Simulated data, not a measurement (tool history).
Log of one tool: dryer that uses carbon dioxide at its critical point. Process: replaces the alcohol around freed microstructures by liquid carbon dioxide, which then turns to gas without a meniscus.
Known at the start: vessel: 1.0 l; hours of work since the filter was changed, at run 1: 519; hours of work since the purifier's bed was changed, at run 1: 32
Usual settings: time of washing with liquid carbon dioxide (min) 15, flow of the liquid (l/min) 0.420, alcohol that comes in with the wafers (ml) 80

run   hour  time of washing with liquid carbon dioxide (min)  flow of the liquid (l/min)  alcohol that comes in with the wafers (ml)  hours of work since the filter was changed  hours of work since the purifier's bed was changed  alcohol left in the vessel before it's heated (ppm by volume)
  1    0.0                                                15                       0.420                                          80                                         519                                                  32                                                           1185
  2   28.5                                                15                       0.420                                          80                                         541                                                  55                                                           1164
  3   51.3                                                15                       0.420                                          44                                         559                                                  73                                                            672
  4   81.1                                                15                       0.420                                          44                                         583                                                  96                                                            688
      85.3  -- inlet filter changed
  5  103.9                                                15                       0.420                                          80                                          15                                                 114                                                            649
  6  123.7                                                15                       0.420                                          80                                          30                                                 129                                                            639
  7  152.4                                                15                       0.420                                          80                                          53                                                 152                                                            658
  8  181.1                                                15                       0.420                                          80                                          76                                                 175                                                            691
  9  214.1                                                15                       0.420                                          80                                         102                                                 201                                                            721
 10  231.6                                                15                       0.420                                          80                                         116                                                 214                                                            728
 11  253.2                                                15                       0.420                                          80                                         133                                                 232                                                            725
 12  279.6                                                15                       0.420                                          80                                         153                                                 252                                                            773
 13  310.9                                                11                       0.420                                          80                                         178                                                 277                                                           2655
 14  339.2                                                15                       0.420                                          55                                         201                                                 299                                                            570
 15  378.4                                                15                       0.420                                          55                                         231                                                 330                                                            574
 16  415.6                                                15                       0.420                                          23                                         261                                                 360                                                            262
 17  447.7                                                15                       0.420                                          67                                         286                                                 385                                                            748
 18  482.0                                                15                       0.712                                          67                                         313                                                 412                                                             69
 19  511.3                                                15                       0.712                                          45                                         336                                                 435                                                             52
 20  536.5                                                10                       0.312                                          31                                         356                                                 455                                                           3421
 21  566.0                                                10                       0.420                                         105                                         380                                                 478                                                           5405
 22  601.4                                                12                       0.653                                          80                                         408                                                 506                                                            404
 23  619.8                                                12                       0.328                                          80                                         422                                                 521                                                           5143
 24  655.5                                                14                       0.500                                          36                                         450                                                 549                                                            327
 25  682.6                                                14                       0.324                                          36                                         472                                                 571                                                           1590
 26  721.1                                                14                       0.324                                          36                                         502                                                 601                                                           1612
 27  752.8                                                15                       0.680                                          80                                         527                                                 626                                                            119
 28  777.4                                                16                       0.350                                          73                                         546                                                 645                                                           1656

Hidden state or all else? Some run-to-run changes of alcohol left in the vessel before it's heated (ppm by volume), split into what the settings, what came in and random variation would give without the hidden state, and what is left for the hidden state (with any gauge scatter that isn't in both results):
The hidden state here: flow that reaches the vessel past the clogged filter, %; alcohol in the recycled carbon dioxide, ppm; drift of the gauge itself on alcohol_ppm, %.
Run 21 -> 22: time of washing with liquid carbon dioxide (min) 10 -> 12, flow of the liquid (l/min) 0.420 -> 0.653, alcohol that comes in with the wafers (ml) 105 -> 80. alcohol left in the vessel before it's heated (ppm by volume) -5001: hidden state -1209, all else -3792.
Run 23 -> 24: time of washing with liquid carbon dioxide (min) 12 -> 14, flow of the liquid (l/min) 0.328 -> 0.500, alcohol that comes in with the wafers (ml) 80 -> 36. alcohol left in the vessel before it's heated (ppm by volume) -4816: hidden state -1231, all else -3585.

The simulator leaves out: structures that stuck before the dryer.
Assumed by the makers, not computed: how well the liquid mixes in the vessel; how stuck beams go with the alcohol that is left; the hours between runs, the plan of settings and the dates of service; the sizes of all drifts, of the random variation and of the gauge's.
